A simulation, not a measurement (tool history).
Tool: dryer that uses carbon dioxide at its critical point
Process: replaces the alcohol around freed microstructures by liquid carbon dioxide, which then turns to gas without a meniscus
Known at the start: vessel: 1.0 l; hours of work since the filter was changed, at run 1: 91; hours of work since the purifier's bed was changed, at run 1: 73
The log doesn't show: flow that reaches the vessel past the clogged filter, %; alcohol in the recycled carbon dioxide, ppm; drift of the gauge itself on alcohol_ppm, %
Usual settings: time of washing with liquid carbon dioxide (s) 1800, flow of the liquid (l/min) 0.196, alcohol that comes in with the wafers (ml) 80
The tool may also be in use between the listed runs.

run   hour  time of washing with liquid carbon dioxide (s)  flow of the liquid (l/min)  alcohol that comes in with the wafers (ml)  hours of work since the filter was changed  hours of work since the purifier's bed was changed  alcohol left in the vessel before it's heated (ppm by volume)
  1      0                                            1800                       0.196                                          80                                          91                                                  73                                                            749
  2      8                                            1800                       0.196                                          80                                          97                                                  79                                                            761
  3   13.5                                            1800                       0.196                                          80                                         101                                                  83                                                            756
  4   21.3                                            1800                       0.196                                          80                                         106                                                  88                                                            768
  5   26.4                                            1800                       0.196                                          80                                         110                                                  92                                                            751
  6   35.7                                            1800                       0.196                                          80                                         116                                                  98                                                            805
  7   44.3                                            1800                       0.196                                          80                                         122                                                 104                                                            765
  8   51.5                                            1800                       0.196                                          29                                         127                                                 109                                                            295
  9   60.9                                            1800                       0.196                                          26                                         133                                                 115                                                            273
 10   69.7                                            1800                       0.196                                          26                                         139                                                 121                                                            271
 11   75.7                                            1800                       0.196                                          26                                         144                                                 126                                                            285
 12   84.3                                            1800                       0.196                                          26                                         150                                                 132                                                            281
 13   89.5                                            1800                       0.196                                          26                                         153                                                 135                                                            284
 14   94.5                                            1800                       0.196                                          26                                         157                                                 139                                                            284
 15  102.4                                            1800                       0.196                                          26                                         162                                                 144                                                            279
 16  108.5                                            2400                       0.197                                          80                                         166                                                 148                                                            183
 17  116.4                                            2100                       0.176                                          43                                         172                                                 154                                                            382
 18  121.9                                            2760                       0.176                                          43                                         176                                                 158                                                            101
 19  128.9                                            1860                       0.133                                         109                                         180                                                 162                                                           4479
 20  135.3                                            1680                       0.171                                          81                                         185                                                 167                                                           1979
 21  144.1                                            1320                       0.119                                          91                                         191                                                 173                                                          11789
 22  150.3                                            1920                       0.119                                          61                                         195                                                 177                                                           3248
 23    156                                            2700                       0.181                                          32                                         199                                                 181                                                             69
 24  163.1                                            2520                       0.244                                          51                                         204                                                 186                                                             44
 25  172.7                                            2520                       0.244                                          51                                         211                                                 193                                                             39
 26  183.6                                            2520                       0.244                                          51                                         218                                                 200                                                             37
 27  188.2                                            1560                       0.244                                          74                                         221                                                 203                                                            612
 28    195                                            1800                       0.137                                          20                                         226                                                 208                                                            889

Forecast each of these 4 alternatives for the next run:
  A  202.4                                            2460                       0.279                                          41                                         231                                                 213                                                              ?
  B  202.4                                            2640                       0.196                                          80                                         231                                                 213                                                              ?
  C  202.4                                            1800                       0.148                                          42                                         231                                                 213                                                              ?
  D  202.4                                            1680                       0.229                                          42                                         231                                                 213                                                              ?

run  alcohol left in the vessel before it's heated (ppm by volume)
  A                                                             49
  B                                                            153
  C                                                           1431
  D                                                            356
Without the tool's hidden state the same runs would have given:
run  alcohol left in the vessel before it's heated (ppm by volume)
  A                                                             25
  B                                                             81
  C                                                           1033
  D                                                            216

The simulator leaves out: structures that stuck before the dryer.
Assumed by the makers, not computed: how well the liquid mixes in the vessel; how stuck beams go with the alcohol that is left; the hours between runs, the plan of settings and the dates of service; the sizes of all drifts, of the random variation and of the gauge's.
